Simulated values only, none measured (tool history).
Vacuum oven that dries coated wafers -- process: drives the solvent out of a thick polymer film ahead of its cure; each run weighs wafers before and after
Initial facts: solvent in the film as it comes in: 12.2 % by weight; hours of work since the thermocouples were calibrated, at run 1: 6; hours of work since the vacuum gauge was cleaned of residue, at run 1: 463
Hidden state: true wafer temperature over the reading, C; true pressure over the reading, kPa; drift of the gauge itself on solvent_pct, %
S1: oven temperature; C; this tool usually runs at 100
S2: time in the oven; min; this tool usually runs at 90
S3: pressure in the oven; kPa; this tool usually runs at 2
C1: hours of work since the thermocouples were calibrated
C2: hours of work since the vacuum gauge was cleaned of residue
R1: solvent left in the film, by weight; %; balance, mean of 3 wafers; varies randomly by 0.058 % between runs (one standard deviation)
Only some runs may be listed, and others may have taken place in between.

run	hour	S1	S2	S3	C1	C2	R1
1	0	100	90	2	6	463	3.09
2	19.3	100	90	2	20	477	3.08
3	35.3	111	90	2	32	489	1.45
4	47.1	111	90	2	40	497	1.54
5	65.1	111	90	2	53	510	1.56
6	84.1	111	90	2	67	524	1.46
7	105.8	115	90	2	83	540	1.23
8	123	100	90	2	95	552	3.21
9	134.9	100	90	2	104	561	3.21
10	152.7	100	90	2	117	574	3.19
11	169.2	100	90	2	128	586	3.21
12	178	100	50	2	135	592	4.85
13	189.3	100	50	2	143	600	4.94
14	209	100	50	2	157	615	4.89
15	227.5	100	90	1.58	171	628	2.97
16	243.5	100	90	1.58	182	640	2.96
17	256.9	100	90	1.58	192	649	2.91
18	278.3	100	90	1.58	207	665	2.97
19	298.2	100	109	2	222	679	2.9
20	317	100	109	2	235	693	2.81
21	326.5	100	109	2	242	700	2.84
22	347.2	100	109	3.86	257	715	4.24
23	360.5	100	90	1.45	267	724	2.92
24	377.4	100	90	1.45	279	736	2.94
25	391	100	90	1.45	289	746	3.02
26	406.3	88	70	1.97	300	757	6.95
27	417.4	88	70	1.97	308	765	7.05
28	430.4	112	153	6.07	317	775	3.47
29	445.2	112	153	6.07	328	785	3.41
30	455.2	112	153	6.07	335	793	3.39
31	473.2	86	153	7.54	348	806	11.23
32	493.3	86	153	7.54	363	820	10.95
# hour 496.5: oven's thermocouples calibrated
33	513	86	153	7.54	12	833	11.49
34	534.6	86	153	7.54	28	849	11.25
35	553.5	86	153	7.54	41	862	11.27
36	573.1	114	121	4.41	55	877	2.44
37	588.5	112	100	2	67	888	1.56
38	603.5	101	75	1.8	77	899	3.61
# hour 619.1: oven's thermocouples calibrated, once more
39	622	88	49	1.8	2	910	7.66
40	638.1	106	85	1.35	14	922	1.75
41	655.9	108	90	2.87	27	935	2.45
42	667.6	100	121	3.05	35	943	3.39
43	678.6	100	90	4.6	43	951	5.05
44	698.9	97	126	1.19	58	966	2.49
45	709.1	97	126	1.19	65	973	2.45
46	727.8	101	62	7.02	79	987	7.02
47	738.3	101	62	7.02	86	995	7

For some of the steps in R1 from one run to the next: how much would appear even if the tool had no hidden state, given the settings, what came in and random variation, and how much remains for the hidden state plus any gauge scatter that the measured result and the result without hidden state don't share?
Run 30 -> 31: S1 112 -> 86, S3 6.07 -> 7.54. R1 +7.84 %: hidden state +0.43, all else +7.41.
Run 35 -> 36: S1 86 -> 114, S2 153 -> 121, S3 7.54 -> 4.41. R1 -8.83 %: hidden state -0.62, all else -8.21.
Run 38 -> 39: S1 101 -> 88, S2 75 -> 49, oven's thermocouples calibrated, once more. R1 +4.05 %: hidden state -0.36, all else +4.41.
Run 39 -> 40: S1 88 -> 106, S2 49 -> 85, S3 1.8 -> 1.35. R1 -5.91 %: hidden state -0.02, all else -5.89.

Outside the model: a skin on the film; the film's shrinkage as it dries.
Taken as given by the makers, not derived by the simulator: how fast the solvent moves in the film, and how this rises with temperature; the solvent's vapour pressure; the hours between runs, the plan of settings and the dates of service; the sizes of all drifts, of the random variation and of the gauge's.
